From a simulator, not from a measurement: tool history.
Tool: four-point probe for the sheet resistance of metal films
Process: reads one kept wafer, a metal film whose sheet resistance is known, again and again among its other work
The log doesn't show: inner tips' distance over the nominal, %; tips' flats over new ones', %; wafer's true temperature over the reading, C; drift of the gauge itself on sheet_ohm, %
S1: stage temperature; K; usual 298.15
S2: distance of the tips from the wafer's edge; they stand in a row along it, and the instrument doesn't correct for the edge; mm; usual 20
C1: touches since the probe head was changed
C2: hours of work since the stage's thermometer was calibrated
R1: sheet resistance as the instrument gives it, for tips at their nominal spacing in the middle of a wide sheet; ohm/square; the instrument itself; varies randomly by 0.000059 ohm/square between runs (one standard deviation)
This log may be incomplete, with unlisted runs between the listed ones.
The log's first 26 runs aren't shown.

run   hour      S1  S2     C1   C2        R1
 27  517.7  297.15   4  35456  497  0.296630
 28  534.8  295.15  17  35866  511  0.294984
 29  547.6  295.15  17  36172  521  0.294909
 30  568.8  295.15  17  36680  537  0.294850
 31  580.9  294.15  67  36970  547  0.294998
 32  596.3  302.15  12  37337  559  0.293036
 33  614.4  292.15  13  37772  573  0.295879
 34  637.0  292.15  13  38311  590  0.295940
 35  662.7  297.15   5  38926  610  0.295776
 36  676.3  293.15  24  39253  621  0.295423
 37  690.6  293.15  24  39594  632  0.295396
 38  718.2  305.15  28  40255  654  0.291994

Below are 3 alternative next runs, each starting from the tool's condition after run 38. Predict each:
  A  739.0  294.15  48  40752  670   ?
  B  739.0  297.15  18  40752  670   ?
  C  739.0  300.15  12  40752  670   ?

run        R1
  A  0.295071
  B  0.294342
  C  0.293597
The same runs, with their run-to-run variation unchanged, on a tool lacking any hidden condition would have given:
run        R1
  A  0.295347
  B  0.294616
  C  0.293869

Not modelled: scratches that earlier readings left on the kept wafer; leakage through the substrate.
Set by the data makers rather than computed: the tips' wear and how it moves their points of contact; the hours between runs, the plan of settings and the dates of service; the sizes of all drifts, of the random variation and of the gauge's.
